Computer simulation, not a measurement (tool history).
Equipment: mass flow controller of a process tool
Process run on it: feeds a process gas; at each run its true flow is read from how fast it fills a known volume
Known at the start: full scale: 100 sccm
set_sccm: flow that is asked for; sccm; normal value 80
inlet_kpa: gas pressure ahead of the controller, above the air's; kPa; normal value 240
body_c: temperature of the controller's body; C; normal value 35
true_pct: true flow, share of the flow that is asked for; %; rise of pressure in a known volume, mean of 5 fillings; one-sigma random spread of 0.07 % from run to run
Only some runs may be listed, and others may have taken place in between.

run	hour	set_sccm	inlet_kpa	body_c	true_pct
1	0	80	240	35	98.61
2	96.5	80	240	35	98.53
3	157.3	80	262	35	98.47
4	238.7	80	262	35	98.39
5	325	80	262	35	98.36
6	398	80	240	35	98.54
7	513.2	80	240	35	98.51
8	610	80	240	35	98.49
9	693.1	41	240	35	97.96
10	795.7	80	240	22	99.12
# hour 802.6: controller's zero set anew
11	890.8	80	240	22	99.34
12	986.6	80	240	35	98.64
# hour 996: controller's zero set anew, once more
13	1092.1	80	240	33	98.35
14	1201.2	80	240	33	98.37
15	1321.8	80	240	33	98.34
16	1435.1	80	240	33	98.44
17	1544.8	80	240	33	98.35
18	1636.3	80	240	33	98.27
19	1756.6	33	240	33	97.3
20	1811.5	80	252	35	98.21
21	1868.8	52	240	35	97.55
22	1984.5	80	149	29	98.66
23	2076.4	80	149	23	98.89
24	2133.8	80	158	35	98.56
25	2215.8	29	191	34	97.39
26	2287.8	91	218	35	98.44
27	2383.5	91	218	35	98.4
28	2445.8	19	267	35	96.93
29	2517.1	19	267	35	97.07
30	2603.5	33	218	22	97.94
31	2683.1	19	192	25	97.73
32	2764.4	83	240	40	97.89
33	2818.8	17	240	21	97.73
34	2902.4	25	190	21	97.88
35	3024	80	185	38	98.23

Pick out some run-to-run changes in true_pct. Of each, how much would a tool without hidden state show as well, from the settings, what came in and chance, and how much is left for the hidden state and any gauge scatter not in both results compared?
What the log doesn't record here: flow at rest that the sensor doesn't see, % of full scale; true flow over the shown one, %; drift of the gauge itself on true_pct, %.
Run 9 -> 10: set_sccm 41 -> 80, body_c 35 -> 22. true_pct +1.16 %: hidden state -0.2, all else +1.36.
Run 12 -> 13: body_c 35 -> 33, controller's zero set anew, once more. true_pct -0.29 %: hidden state -0.33, all else +0.04.
Run 24 -> 25: set_sccm 80 -> 29, inlet_kpa 158 -> 191, body_c 35 -> 34. true_pct -1.17 %: hidden state +0.11, all else -1.28.
Run 27 -> 28: set_sccm 91 -> 19, inlet_kpa 218 -> 267. true_pct -1.47 %: hidden state +0.24, all else -1.71.
Run 31 -> 32: set_sccm 19 -> 83, inlet_kpa 192 -> 240, body_c 25 -> 40. true_pct +0.16 %: hidden state -0.27, all else +0.43.
Run 32 -> 33: set_sccm 83 -> 17, body_c 40 -> 21. true_pct -0.16 %: hidden state +0.31, all else -0.47.
